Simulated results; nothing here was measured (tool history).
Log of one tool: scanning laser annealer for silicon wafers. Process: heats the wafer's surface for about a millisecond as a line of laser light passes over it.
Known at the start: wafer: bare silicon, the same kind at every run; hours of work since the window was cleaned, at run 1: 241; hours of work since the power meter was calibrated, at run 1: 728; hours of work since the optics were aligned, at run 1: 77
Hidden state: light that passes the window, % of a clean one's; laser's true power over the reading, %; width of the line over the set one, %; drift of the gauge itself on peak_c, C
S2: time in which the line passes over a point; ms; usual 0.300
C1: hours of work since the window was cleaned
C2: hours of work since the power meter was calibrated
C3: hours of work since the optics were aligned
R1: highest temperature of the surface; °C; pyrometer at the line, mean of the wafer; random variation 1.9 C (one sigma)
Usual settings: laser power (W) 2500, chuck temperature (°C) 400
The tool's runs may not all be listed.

{"run": 1, "hour": 0.0, "laser power (W)": 2500, "S2": 0.3, "chuck temperature (°C)": 400, "C1": 241, "C2": 728, "C3": 77, "R1": 1171}
{"run": 2, "hour": 39.0, "laser power (W)": 2500, "S2": 0.3, "chuck temperature (°C)": 400, "C1": 265, "C2": 752, "C3": 101, "R1": 1167}
{"run": 3, "hour": 74.0, "laser power (W)": 2500, "S2": 0.3, "chuck temperature (°C)": 400, "C1": 287, "C2": 774, "C3": 123, "R1": 1165}
{"run": 4, "hour": 92.2, "laser power (W)": 2500, "S2": 0.3, "chuck temperature (°C)": 400, "C1": 298, "C2": 785, "C3": 134, "R1": 1164}
{"run": 5, "hour": 115.1, "laser power (W)": 2500, "S2": 0.3, "chuck temperature (°C)": 400, "C1": 312, "C2": 799, "C3": 148, "R1": 1164}
{"run": 6, "hour": 150.9, "laser power (W)": 2500, "S2": 0.3, "chuck temperature (°C)": 400, "C1": 334, "C2": 821, "C3": 170, "R1": 1164}
{"run": 7, "hour": 177.8, "laser power (W)": 2500, "S2": 0.3, "chuck temperature (°C)": 400, "C1": 351, "C2": 838, "C3": 187, "R1": 1159}
{"run": 8, "hour": 206.1, "laser power (W)": 2500, "S2": 0.3, "chuck temperature (°C)": 400, "C1": 368, "C2": 855, "C3": 204, "R1": 1157}
{"run": 9, "hour": 232.1, "laser power (W)": 2500, "S2": 0.3, "chuck temperature (°C)": 400, "C1": 384, "C2": 871, "C3": 220, "R1": 1158}
{"run": 10, "hour": 273.2, "laser power (W)": 2720, "S2": 0.3, "chuck temperature (°C)": 400, "C1": 410, "C2": 897, "C3": 246, "R1": 1227}
{"run": 11, "hour": 308.8, "laser power (W)": 2720, "S2": 0.3, "chuck temperature (°C)": 400, "C1": 432, "C2": 919, "C3": 267, "R1": 1223}
{"run": 12, "hour": 344.3, "laser power (W)": 2720, "S2": 0.3, "chuck temperature (°C)": 400, "C1": 453, "C2": 940, "C3": 289, "R1": 1225}
{"run": 13, "hour": 372.3, "laser power (W)": 2720, "S2": 0.3, "chuck temperature (°C)": 400, "C1": 471, "C2": 958, "C3": 307, "R1": 1223}
{"run": 14, "hour": 413.1, "laser power (W)": 2720, "S2": 0.3, "chuck temperature (°C)": 400, "C1": 496, "C2": 983, "C3": 332, "R1": 1220}
{"run": 15, "hour": 435.1, "laser power (W)": 2720, "S2": 0.3, "chuck temperature (°C)": 400, "C1": 509, "C2": 996, "C3": 345, "R1": 1213}
{"run": 16, "hour": 453.5, "laser power (W)": 2720, "S2": 0.3, "chuck temperature (°C)": 400, "C1": 521, "C2": 1008, "C3": 357, "R1": 1217}
{"hour": 481.5, "done": "window over the wafer cleaned"}
{"run": 17, "hour": 481.9, "laser power (W)": 2249, "S2": 0.344, "chuck temperature (°C)": 407, "C1": 0, "C2": 1024, "C3": 373, "R1": 1154}
{"run": 18, "hour": 525.3, "laser power (W)": 2249, "S2": 0.344, "chuck temperature (°C)": 407, "C1": 27, "C2": 1051, "C3": 400, "R1": 1150}
{"run": 19, "hour": 550.7, "laser power (W)": 2577, "S2": 0.3, "chuck temperature (°C)": 400, "C1": 43, "C2": 1066, "C3": 415, "R1": 1207}
{"run": 20, "hour": 569.8, "laser power (W)": 2674, "S2": 0.3, "chuck temperature (°C)": 432, "C1": 54, "C2": 1078, "C3": 427, "R1": 1264}
{"run": 21, "hour": 613.2, "laser power (W)": 2674, "S2": 0.338, "chuck temperature (°C)": 438, "C1": 81, "C2": 1105, "C3": 454, "R1": 1325}
{"run": 22, "hour": 635.6, "laser power (W)": 2583, "S2": 0.246, "chuck temperature (°C)": 420, "C1": 95, "C2": 1119, "C3": 468, "R1": 1146}

Forecast each of these 3 alternatives for the next run:
{"run": "A", "hour": 665.1, "laser power (W)": 2500, "S2": 0.3, "chuck temperature (°C)": 390, "C1": 113, "C2": 1137, "C3": 486, "R1": "?"}
{"run": "B", "hour": 665.1, "laser power (W)": 2500, "S2": 0.241, "chuck temperature (°C)": 367, "C1": 113, "C2": 1137, "C3": 486, "R1": "?"}
{"run": "C", "hour": 665.1, "laser power (W)": 2500, "S2": 0.249, "chuck temperature (°C)": 400, "C1": 113, "C2": 1137, "C3": 486, "R1": "?"}

run=A R1=1161
run=B R1=1057
run=C R1=1100
Without the tool's hidden state the same runs would have given:
run=A R1=1182
run=B R1=1076
run=C R1=1119

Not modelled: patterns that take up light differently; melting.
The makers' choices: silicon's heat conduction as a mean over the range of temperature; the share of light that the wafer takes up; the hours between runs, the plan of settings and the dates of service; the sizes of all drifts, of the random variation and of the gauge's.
